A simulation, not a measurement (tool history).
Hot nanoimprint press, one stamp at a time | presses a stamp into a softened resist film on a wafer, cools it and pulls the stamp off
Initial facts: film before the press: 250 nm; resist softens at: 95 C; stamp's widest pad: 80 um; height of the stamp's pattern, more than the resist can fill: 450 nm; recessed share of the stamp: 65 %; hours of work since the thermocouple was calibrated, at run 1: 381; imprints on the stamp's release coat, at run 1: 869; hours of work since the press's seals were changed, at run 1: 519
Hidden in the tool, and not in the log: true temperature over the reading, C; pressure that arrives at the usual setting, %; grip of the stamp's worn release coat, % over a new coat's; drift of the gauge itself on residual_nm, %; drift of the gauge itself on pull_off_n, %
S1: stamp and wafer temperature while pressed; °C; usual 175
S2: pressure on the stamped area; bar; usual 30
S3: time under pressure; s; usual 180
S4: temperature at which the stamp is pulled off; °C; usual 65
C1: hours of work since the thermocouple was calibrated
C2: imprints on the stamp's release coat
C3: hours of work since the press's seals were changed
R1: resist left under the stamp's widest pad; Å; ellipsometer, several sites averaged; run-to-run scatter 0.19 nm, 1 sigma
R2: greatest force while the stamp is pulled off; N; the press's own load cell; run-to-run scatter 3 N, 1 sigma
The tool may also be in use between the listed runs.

| run | hour | S1 | S2 | S3 | S4 | C1 | C2 | C3 | R1 | R2 |
|---|---|---|---|---|---|---|---|---|---|---|
| 1 | 0 | 175 | 30 | 180 | 65 | 381 | 869 | 519 | 963 | 188 |
| 2 | 23.2 | 175 | 30 | 180 | 65 | 399 | 989 | 537 | 956 | 189 |
| 3 | 35.7 | 175 | 42.3 | 180 | 65 | 409 | 1054 | 547 | 816 | 200 |
|  | 44.7 | plate thermocouple calibrated |
| 4 | 59 | 184 | 30 | 180 | 65 | 11 | 1158 | 562 | 692 | 203 |
| 5 | 78.8 | 187 | 30 | 180 | 65 | 26 | 1261 | 577 | 625 | 213 |
| 6 | 91.4 | 175 | 30 | 180 | 65 | 36 | 1325 | 587 | 947 | 212 |
| 7 | 113.6 | 175 | 30 | 180 | 65 | 53 | 1440 | 604 | 949 | 229 |
| 8 | 130.4 | 183 | 30 | 180 | 65 | 66 | 1527 | 617 | 714 | 223 |
| 9 | 143.6 | 183 | 30 | 180 | 65 | 76 | 1595 | 627 | 715 | 230 |
|  | 166 | plate thermocouple calibrated, once more |
| 10 | 169.7 | 183 | 30 | 180 | 65 | 3 | 1715 | 645 | 745 | 239 |
| 11 | 191.1 | 175 | 30 | 180 | 65 | 19 | 1826 | 661 | 991 | 251 |
| 12 | 208.4 | 175 | 30 | 180 | 65 | 32 | 1915 | 674 | 985 | 254 |
| 13 | 227.1 | 175 | 30 | 180 | 65 | 47 | 2012 | 689 | 984 | 268 |
|  | 237.2 | press's hydraulic seals changed and the load cell set to zero |
| 14 | 246.1 | 182 | 30 | 180 | 65 | 55 | 2068 | 7 | 750 | 268 |
| 15 | 265.9 | 182 | 30 | 180 | 65 | 70 | 2170 | 22 | 747 | 285 |
| 16 | 288.8 | 182 | 30 | 180 | 65 | 88 | 2289 | 40 | 747 | 283 |
|  | 308 | stamp cleaned and given a new release coat |
| 17 | 316.7 | 175 | 30 | 90 | 65 | 105 | 45 | 56 | 1244 | 139 |
| 18 | 326.6 | 175 | 30 | 90 | 65 | 112 | 96 | 64 | 1246 | 146 |
| 19 | 349.4 | 175 | 25.8 | 165 | 62 | 130 | 214 | 81 | 1064 | 156 |
| 20 | 364.2 | 175 | 25.8 | 165 | 62 | 141 | 291 | 93 | 1063 | 158 |
| 21 | 375.7 | 175 | 30 | 120 | 55 | 150 | 350 | 101 | 1116 | 177 |
| 22 | 396.4 | 170 | 30 | 146 | 55 | 166 | 457 | 117 | 1234 | 193 |
| 23 | 407.3 | 185 | 45.1 | 137 | 55 | 174 | 513 | 126 | 612 | 192 |
| 24 | 418.8 | 185 | 45.1 | 137 | 55 | 183 | 573 | 134 | 612 | 193 |
| 25 | 429.7 | 185 | 45.1 | 137 | 55 | 191 | 629 | 143 | 610 | 203 |
| 26 | 452 | 175 | 30 | 105 | 60 | 208 | 744 | 160 | 1170 | 200 |
| 27 | 466.7 | 184 | 30 | 114 | 57 | 219 | 820 | 171 | 842 | 209 |
| 28 | 490.4 | 175 | 42.6 | 302 | 60 | 238 | 943 | 189 | 644 | 205 |
| 29 | 509.8 | 180 | 34.2 | 324 | 60 | 253 | 1043 | 204 | 578 | 221 |
| 30 | 520.2 | 180 | 19.4 | 107 | 58 | 260 | 1096 | 212 | 1199 | 220 |

Forecast each of these 4 alternatives for the next run:
| A | 531.6 | 175 | 30 | 180 | 64 | 269 | 1156 | 221 | ? | ? |
| B | 531.6 | 176 | 21.1 | 121 | 58 | 269 | 1156 | 221 | ? | ? |
| C | 531.6 | 169 | 19.4 | 107 | 53 | 269 | 1156 | 221 | ? | ? |
| D | 531.6 | 180 | 19.4 | 107 | 70 | 269 | 1156 | 221 | ? | ? |

| run | R1 | R2 |
|---|---|---|
| A | 949 | 207 |
| B | 1246 | 227 |
| C | 1650 | 237 |
| D | 1194 | 192 |
Without the tool's hidden state the same runs would have given:
| run | R1 | R2 |
|---|---|---|
| A | 972 | 141 |
| B | 1275 | 155 |
| C | 1682 | 161 |
| D | 1220 | 132 |
